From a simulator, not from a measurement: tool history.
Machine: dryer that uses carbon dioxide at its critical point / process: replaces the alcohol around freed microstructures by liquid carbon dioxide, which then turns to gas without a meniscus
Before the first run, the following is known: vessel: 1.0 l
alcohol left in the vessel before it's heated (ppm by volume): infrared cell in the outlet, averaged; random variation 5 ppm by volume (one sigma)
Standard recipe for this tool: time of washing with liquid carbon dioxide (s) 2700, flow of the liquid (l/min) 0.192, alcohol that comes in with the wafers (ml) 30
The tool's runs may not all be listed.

run	hour	time of washing with liquid carbon dioxide (s)	flow of the liquid (l/min)	alcohol that comes in with the wafers (ml)	alcohol left in the vessel before it's heated (ppm by volume)
1	0.0	2700	0.192	30	67
2	13.2	2880	0.192	30	39
3	26.5	2880	0.192	30	46
4	50.6	2700	0.192	30	60
5	61.1	2700	0.192	30	62
6	83.2	2700	0.192	30	62
7	100.1	2700	0.192	30	65
8	110.4	2700	0.192	30	74
9	129.6	2700	0.139	30	239
10	141.3	2700	0.192	20	55
11	155.5	2700	0.192	21	55
12	179.1	2700	0.192	30	73
13	201.1	2700	0.192	30	72
14	219.0	2700	0.192	30	68
15	229.8	2700	0.192	30	67
16	249.6	2700	0.192	26	61
17	263.5	2700	0.126	94	798
18	277.0	2700	0.126	94	818
19	300.6	2700	0.126	94	843
20	318.1	2520	0.192	36	80
21	337.4	2520	0.192	36	71
22	357.0	2520	0.192	36	88
23	380.2	1680	0.225	107	492
24	395.2	3180	0.192	39	50
25	407.3	2100	0.192	62	236

The log once held 1 entry between its listed runs, left out of this copy. Where does each go, and what is different about the tool's unlogged condition between the listed run before it and the listed run after it?
Run 15 -> run 16: inlet filter changed (hour 237.3)
  flow that reaches the vessel past the clogged filter, %: 92.6 -> 99.5; alcohol in the recycled carbon dioxide, ppm: 44.1 -> 44.9
  what was measured, less what the result would be without the hidden state, alcohol left in the vessel before it's heated (ppm by volume): +51 -> +41
